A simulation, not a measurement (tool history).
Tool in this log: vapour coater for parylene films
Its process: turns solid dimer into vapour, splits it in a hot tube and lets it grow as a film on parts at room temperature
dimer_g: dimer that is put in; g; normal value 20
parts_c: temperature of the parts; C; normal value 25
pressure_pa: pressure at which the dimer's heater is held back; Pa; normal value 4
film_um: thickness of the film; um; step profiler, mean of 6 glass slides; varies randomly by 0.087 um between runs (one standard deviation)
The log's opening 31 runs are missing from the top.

run	hour	dimer_g	parts_c	pressure_pa	film_um
32	1476.4	14	21	5.09	8.59
# hour 1486.1: trap's valve overhauled
33	1526.6	20	25	11.25	9.16
34	1564.1	14	26	3.9	6.95
35	1614.4	8	29	7.34	3.16
36	1680.2	8	29	7.34	3.2
37	1716.9	31	34	8.12	9.52
38	1750.1	31	34	8.12	9.58
39	1783.5	15	35	3.91	4.83
40	1828.8	15	35	3.91	4.97
41	1897.4	15	35	3.91	4.96
42	1929.3	24	35	5.99	7.39
43	1986.7	24	35	5.99	7.36
44	2038.8	24	35	5.99	7.32
45	2090	8	33	5.99	2.73
46	2136.8	17	33	5.99	5.76

Branching from run 46: 3 alternative next runs. What would each branch give?
A	2201.1	17	27	5.99	?
B	2201.1	22	28	10.18	?
C	2201.1	23	33	5.99	?

run	film_um
A	7.68
B	8.65
C	7.71
The same runs, with their run-to-run variation unchanged, on a tool lacking any hidden condition would have given:
run	film_um
A	7.72
B	8.69
C	7.75

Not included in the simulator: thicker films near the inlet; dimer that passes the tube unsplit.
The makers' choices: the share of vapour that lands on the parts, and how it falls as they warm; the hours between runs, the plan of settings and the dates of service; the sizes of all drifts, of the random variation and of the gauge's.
